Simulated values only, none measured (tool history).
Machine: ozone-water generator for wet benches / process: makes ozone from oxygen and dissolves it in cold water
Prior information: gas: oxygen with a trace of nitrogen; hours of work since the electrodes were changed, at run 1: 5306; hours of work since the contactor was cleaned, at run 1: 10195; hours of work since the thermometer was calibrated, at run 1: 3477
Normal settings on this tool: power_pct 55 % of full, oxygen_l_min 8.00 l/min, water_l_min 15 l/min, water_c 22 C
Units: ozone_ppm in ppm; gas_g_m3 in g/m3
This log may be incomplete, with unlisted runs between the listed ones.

| run | hour | power_pct | oxygen_l_min | water_l_min | water_c | hours of work since the electrodes were changed | hours of work since the contactor was cleaned | hours of work since the thermometer was calibrated | ozone_ppm | gas_g_m3 |
|---|---|---|---|---|---|---|---|---|---|---|
| 1 | 0.0 | 55 | 8.00 | 15 | 22 | 5306 | 10195 | 3477 | 30.0 | 225.7 |
| 2 | 140.5 | 55 | 8.00 | 15 | 22 | 5410 | 10299 | 3581 | 29.8 | 225.9 |
| 3 | 295.0 | 55 | 8.00 | 15 | 22 | 5525 | 10414 | 3696 | 30.0 | 225.5 |
| 4 | 457.0 | 55 | 8.00 | 15 | 22 | 5646 | 10534 | 3817 | 30.1 | 226.0 |
| 5 | 613.6 | 55 | 8.14 | 15 | 22 | 5762 | 10651 | 3933 | 29.8 | 224.5 |
| 6 | 708.4 | 55 | 6.24 | 15 | 22 | 5832 | 10721 | 4003 | 30.3 | 247.7 |
|  | 826.1 | contactor cleaned |
| 7 | 835.4 | 55 | 6.24 | 15 | 22 | 5924 | 7 | 4095 | 31.6 | 248.6 |
| 8 | 1006.8 | 55 | 6.22 | 15 | 22 | 6051 | 134 | 4222 | 31.7 | 248.4 |
|  | 1160.2 | water thermometer calibrated |
| 9 | 1169.0 | 55 | 8.00 | 9 | 22 | 6171 | 254 | 7 | 40.4 | 223.5 |
| 10 | 1343.3 | 55 | 8.00 | 11 | 22 | 6301 | 384 | 136 | 36.4 | 220.1 |
| 11 | 1431.7 | 55 | 8.00 | 11 | 22 | 6366 | 449 | 202 | 36.7 | 222.4 |
| 12 | 1575.0 | 55 | 8.00 | 15 | 16 | 6473 | 556 | 308 | 35.1 | 223.4 |
| 13 | 1762.5 | 55 | 8.00 | 15 | 23 | 6612 | 695 | 447 | 30.1 | 221.7 |
| 14 | 1846.1 | 55 | 8.00 | 15 | 23 | 6674 | 757 | 509 | 30.3 | 223.7 |
| 15 | 2002.8 | 55 | 8.00 | 15 | 23 | 6790 | 874 | 626 | 30.6 | 223.4 |
| 16 | 2123.9 | 93 | 8.00 | 15 | 22 | 6880 | 964 | 716 | 40.7 | 295.9 |
| 17 | 2220.1 | 93 | 8.00 | 15 | 22 | 6952 | 1035 | 787 | 41.1 | 294.9 |
| 18 | 2328.5 | 45 | 14.22 | 23 | 19 | 7032 | 1116 | 868 | 22.4 | 158.3 |
| 19 | 2483.7 | 45 | 14.22 | 23 | 19 | 7148 | 1231 | 983 | 22.4 | 158.9 |
| 20 | 2588.0 | 55 | 7.69 | 17 | 22 | 7225 | 1308 | 1061 | 28.9 | 225.3 |
| 21 | 2758.0 | 55 | 7.69 | 17 | 22 | 7351 | 1435 | 1187 | 28.4 | 224.4 |
| 22 | 2930.9 | 94 | 8.00 | 15 | 30 | 7480 | 1563 | 1315 | 34.3 | 291.2 |
| 23 | 3058.0 | 94 | 7.03 | 17 | 30 | 7574 | 1657 | 1410 | 32.3 | 309.2 |
| 24 | 3144.7 | 94 | 8.29 | 17 | 30 | 7639 | 1722 | 1474 | 31.8 | 288.8 |
| 25 | 3322.3 | 78 | 8.00 | 9 | 22 | 7770 | 1854 | 1606 | 46.9 | 263.8 |
| 26 | 3482.0 | 53 | 8.00 | 9 | 22 | 7889 | 1972 | 1725 | 38.2 | 214.9 |
| 27 | 3583.7 | 76 | 4.89 | 22 | 15 | 7965 | 2048 | 1800 | 29.7 | 317.0 |
| 28 | 3695.3 | 53 | 6.74 | 11 | 15 | 8047 | 2131 | 1883 | 41.0 | 231.0 |
| 29 | 3807.5 | 47 | 9.20 | 14 | 15 | 8131 | 2214 | 1966 | 33.5 | 190.1 |
| 30 | 3909.0 | 47 | 9.20 | 20 | 30 | 8206 | 2290 | 2042 | 19.9 | 191.4 |
| 31 | 4051.9 | 47 | 9.20 | 20 | 30 | 8312 | 2396 | 2148 | 19.9 | 191.3 |
| 32 | 4190.2 | 85 | 8.84 | 13 | 14 | 8415 | 2498 | 2251 | 48.6 | 262.4 |
| 33 | 4296.8 | 85 | 8.84 | 23 | 14 | 8494 | 2578 | 2330 | 33.6 | 263.9 |

Consider 3 possible next runs. They are alternatives, not a sequence: every one starts from the tool as it was left by run 33. What does each give?
| A | 4419.9 | 57 | 7.15 | 14 | 22 | 8586 | 2669 | 2421 | ? | ? |
| B | 4419.9 | 54 | 8.84 | 23 | 14 | 8586 | 2669 | 2421 | ? | ? |
| C | 4419.9 | 55 | 8.00 | 20 | 22 | 8586 | 2669 | 2421 | ? | ? |

| run | ozone_ppm | gas_g_m3 |
|---|---|---|
| A | 32.1 | 230.6 |
| B | 26.6 | 208.9 |
| C | 25.5 | 216.4 |
Had the tool no hidden state, the same runs would have come out as:
| run | ozone_ppm | gas_g_m3 |
|---|---|---|
| A | 35.9 | 253.5 |
| B | 29.8 | 228.9 |
| C | 28.6 | 237.4 |
